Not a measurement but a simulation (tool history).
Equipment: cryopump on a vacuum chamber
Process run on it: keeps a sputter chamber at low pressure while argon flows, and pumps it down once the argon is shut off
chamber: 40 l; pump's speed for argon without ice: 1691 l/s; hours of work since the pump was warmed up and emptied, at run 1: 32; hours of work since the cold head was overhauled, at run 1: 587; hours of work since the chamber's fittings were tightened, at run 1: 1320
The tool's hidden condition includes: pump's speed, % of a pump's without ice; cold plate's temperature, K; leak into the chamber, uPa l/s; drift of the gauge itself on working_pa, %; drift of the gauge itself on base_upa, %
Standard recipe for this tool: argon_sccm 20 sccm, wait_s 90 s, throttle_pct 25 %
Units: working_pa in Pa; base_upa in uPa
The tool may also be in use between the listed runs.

run	hour	argon_sccm	wait_s	throttle_pct	hours of work since the pump was warmed up and emptied	hours of work since the cold head was overhauled	hours of work since the chamber's fittings were tightened	working_pa	base_upa
1	0	20	90	25	32	587	1320	0.0801	1.76
2	25.9	20	90	25	48	603	1336	0.0807	1.78
3	50.8	37	90	25	63	618	1351	0.149	1.78
4	77.6	37	90	25	79	634	1367	0.1488	1.78
5	89.6	30	90	25	86	641	1374	0.1212	1.79
6	114.4	20	90	25	101	656	1389	0.0807	1.8
7	127.1	20	90	25	109	664	1397	0.0807	1.82
8	141.5	20	90	25	118	673	1406	0.0809	1.84
9	159.2	20	90	25	128	683	1416	0.0813	1.87
10	177	20	20	25	139	694	1427	0.081	5
11	189.5	20	20	25	147	702	1435	0.0812	4.96
12	212.1	20	90	25	160	715	1448	0.081	1.81
13	232.4	10	90	25	173	728	1461	0.0406	1.85
14	255.9	20	90	39	187	742	1475	0.0523	1.87
15	277.4	20	90	25	200	755	1488	0.0813	1.86
16	302.8	20	90	25	215	770	1503	0.0813	1.98
17	330.4	20	90	25	232	787	1520	0.0818	1.92
18	350.3	20	90	25	244	799	1532	0.082	1.93
19	376.9	23	90	23	260	815	1548	0.1019	2.03
20	392.1	23	71	53	269	824	1557	0.0464	2.16
21	410	37	135	27	280	835	1568	0.1406	1.64
22	425.3	37	135	55	289	844	1577	0.0708	1.67
23	453.4	20	47	25	306	861	1594	0.0821	2.85
24	474.9	20	47	25	319	874	1607	0.0827	2.82
25	489	20	93	43	328	883	1616	0.049	2
26	512.1	39	60	32	342	897	1630	0.1266	2.5
27	538.9	27	102	24	358	913	1646	0.1149	1.97
28	555.6	14	51	24	368	923	1656	0.06	2.69
29	579.3	14	51	24	382	937	1670	0.0602	2.73
30	593.4	20	183	41	391	946	1679	0.0519	1.62
31	615.2	23	35	52	404	959	1692	0.0474	3.41
32	629.5	12	90	16	413	968	1701	0.0769	2.12
33	655.7	9	45	31	429	984	1716	0.0303	3.08
34	679.2	12	45	31	443	998	1731	0.0403	2.98
35	691.2	18	90	17	450	1005	1738	0.1093	2.14

Each row is a separate what-if for the run after 35, all from the same tool condition, not one after another. Results?
A	719.7	17	37	22	467	1022	1755	?	?
B	719.7	18	23	17	467	1022	1755	?	?
C	719.7	32	90	25	467	1022	1755	?	?

run	working_pa	base_upa
A	0.0802	3.46
B	0.1088	4.71
C	0.1336	2.19
With the hidden condition removed and each run's random variation left untouched, the same runs would have given:
run	working_pa	base_upa
A	0.0772	2.35
B	0.1057	3.62
C	0.1279	1.08
